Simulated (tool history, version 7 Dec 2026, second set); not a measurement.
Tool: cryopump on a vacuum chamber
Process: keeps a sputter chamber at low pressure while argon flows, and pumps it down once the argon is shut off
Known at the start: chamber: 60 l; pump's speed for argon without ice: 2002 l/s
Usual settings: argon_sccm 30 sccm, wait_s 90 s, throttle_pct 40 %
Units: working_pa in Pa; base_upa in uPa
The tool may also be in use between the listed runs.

run,hour,argon_sccm,wait_s,throttle_pct,working_pa,base_upa
1,0,30,90,40,0.0723,1.51
2,44.9,30,90,40,0.0732,1.49
3,84.2,30,90,40,0.0733,1.63
4,130.5,30,90,40,0.0747,1.55
5,170.4,30,90,40,0.0641,1.23
6,205.8,30,90,40,0.0643,1.26
7,240.9,30,90,40,0.0646,1.25
8,265.9,30,90,40,0.065,1.25
9,301,30,33,40,0.0661,2.01
10,340.5,30,33,40,0.0659,2.04
11,376.9,30,90,40,0.066,1.35
12,427.1,30,90,41,0.0649,1.43
13,466.3,30,40,40,0.0672,1.19
14,494.1,30,40,40,0.0679,1.14
15,520.8,30,40,40,0.0674,1.15
16,549.5,30,90,40,0.0678,0.63
17,572.2,30,90,40,0.0688,0.64
18,602.8,30,40,40,0.0687,1.17
19,643.7,20,228,24,0.074,0.43
20,676.3,20,59,24,0.0746,0.86
21,698.8,41,27,40,0.0955,1.65
22,747.1,27,59,40,0.0641,0.87
23,771.6,21,59,53,0.0388,0.91
24,807.2,21,59,53,0.0395,0.91
25,838.8,21,115,15,0.1257,0.61
26,886.7,20,100,25,0.0744,0.67
27,925.8,20,100,25,0.0753,0.67
28,965.6,19,100,43,0.0445,0.67
29,998.5,30,40,31,0.0933,1.27
30,1042,15,28,16,0.0799,1.53
31,1080.3,15,28,16,0.079,1.6
32,1115.4,26,67,19,0.1162,0.79
33,1163.9,26,67,19,0.1177,0.79

Not shown: 3 entries that the log had between the listed runs. Between which runs, and how does the tool's hidden state differ before and after?
Between runs 4 and 5: pump warmed up, emptied and cooled again (hour 161.7)
  pump's speed, % of a pump's without ice: 69.7 -> 98.7; cold plate's temperature, K: 12.61 -> 12.62; leak into the chamber, uPa l/s: 1654 -> 1663
  measured less the result without the state, working_pa: +0.0114 -> +0.0006 Pa; base_upa: +1.02 -> +0.69 uPa
Between runs 12 and 13: leaking fittings of the chamber tightened, without venting (hour 446.6)
  pump's speed, % of a pump's without ice: 89.5 -> 88.3; cold plate's temperature, K: 12.7 -> 12.71; leak into the chamber, uPa l/s: 1728 -> 310
  measured less the result without the state, working_pa: +0.0034 -> +0.0038 Pa; base_upa: +0.83 -> +0.03 uPa
Between runs 29 and 30: pump warmed up, emptied and cooled again (hour 1015)
  pump's speed, % of a pump's without ice: 69.4 -> 98.2; cold plate's temperature, K: 12.87 -> 12.88; leak into the chamber, uPa l/s: 444 -> 454
  measured less the result without the state, working_pa: +0.0118 -> +0.0005 Pa; base_upa: +0.18 -> +0.08 uPa

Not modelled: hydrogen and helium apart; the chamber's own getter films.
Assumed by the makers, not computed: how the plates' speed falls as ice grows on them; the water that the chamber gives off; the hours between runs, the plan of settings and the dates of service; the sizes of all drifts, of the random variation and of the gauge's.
